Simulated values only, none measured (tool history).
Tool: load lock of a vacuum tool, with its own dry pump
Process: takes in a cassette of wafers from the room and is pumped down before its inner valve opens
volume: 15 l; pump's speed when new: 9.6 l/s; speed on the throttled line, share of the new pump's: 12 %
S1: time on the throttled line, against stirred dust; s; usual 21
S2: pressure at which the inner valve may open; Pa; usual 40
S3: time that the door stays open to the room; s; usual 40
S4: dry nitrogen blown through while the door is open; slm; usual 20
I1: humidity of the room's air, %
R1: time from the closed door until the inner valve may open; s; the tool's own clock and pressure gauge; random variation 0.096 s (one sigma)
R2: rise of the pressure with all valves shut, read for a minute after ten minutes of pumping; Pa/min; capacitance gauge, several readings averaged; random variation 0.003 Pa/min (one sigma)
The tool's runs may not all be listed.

run     hour  S1  S2   S3  S4    I1     R1     R2
  1      0.0  21  40   40  20  44.4  30.94  0.029
  2    477.3  21  40   40  20  45.7  30.86  0.036
  3    783.8  21  40   40  20  42.3  30.70  0.033
  4   1177.9  21  40   40  20  48.2  30.79  0.034
  5   1762.5  16  40   40  20  45.3  26.39  0.032
  6   2211.3  21  40   35  20  43.4  30.68  0.029
  7   2721.7  21  40   35  20  47.9  30.84  0.028
  8   3131.0  21  72   35  20  43.5  30.02  0.027
  9   3511.7  21  72   35  20  44.1  29.92  0.031
 10   4037.3  21  72   35  20  43.9  30.09  0.024
 11   4415.4  21  40   40  20  40.3  30.78  0.028
 12   4679.4  21  40   40  20  46.4  30.85  0.032
 13   5272.1  21  40   40  20  49.6  30.93  0.033
 14   5522.6  21  40   40  20  45.5  30.84  0.031
 15   6043.6  21  40   40  20  44.4  30.95  0.032
 16   6448.2  21  40   40  20  46.7  30.79  0.029
 17   6864.2  21  40   40  20  45.8  30.90  0.028
 18   7240.8  21  40   40  20  47.4  30.94  0.027
 19   7676.0  21  69   40  20  43.0  30.14  0.029
 20   8096.7  20  34   40  20  41.7  30.08  0.026
 21   8645.1  20  34   40  20  48.6  30.03  0.027
 22   9171.6  20  34   40  20  43.3  30.16  0.030
 23   9654.8  21  40   40  31  45.4  30.77  0.027
 24  10267.5  32  51   46  20  48.3  40.14  0.034
     10450.3  -- dry pump taken out, an overhauled one fitted
 25  10890.3  21  40  182  20  44.5  31.00  0.057
 26  11307.8  21  30   43   8  45.5  31.38  0.044
 27  11858.5  26  30   26  23  45.1  35.65  0.025
 28  12289.2  17  32   86   8  45.8  27.53  0.057
 29  12572.1  22  32   86  40  44.9  32.09  0.030
 30  12910.0  21  41   40  20  46.2  30.82  0.034
 31  13230.7  21  41   40  20  42.6  30.80  0.026
 32  13751.2  21  40   40   8  46.4  30.97  0.040
 33  14023.8  21  40   40   8  42.5  30.73  0.037
 34  14289.4  39  40   88   5  45.4  46.64  0.056
 35  14594.5  14  55   40  20  44.3  24.20  0.029
 36  14921.0  14  55   40  20  45.8  24.04  0.032

4 ways to go on from here, each from the tool as it stands after run 36. What would each give?
  A  15308.7  21  37  26  18  45.3   ?   ?
  B  15308.7  14  48  40  31  49.2   ?   ?
  C  15308.7  34  40  40  20  45.9   ?   ?
  D  15308.7  14  58  40  20  47.5   ?   ?

run     R1     R2
  A  31.05  0.034
  B  24.29  0.023
  C  42.33  0.034
  D  24.14  0.026
Without the tool's hidden state the same runs would have given:
run     R1     R2
  A  31.05  0.034
  B  24.29  0.022
  C  42.33  0.034
  D  24.14  0.026
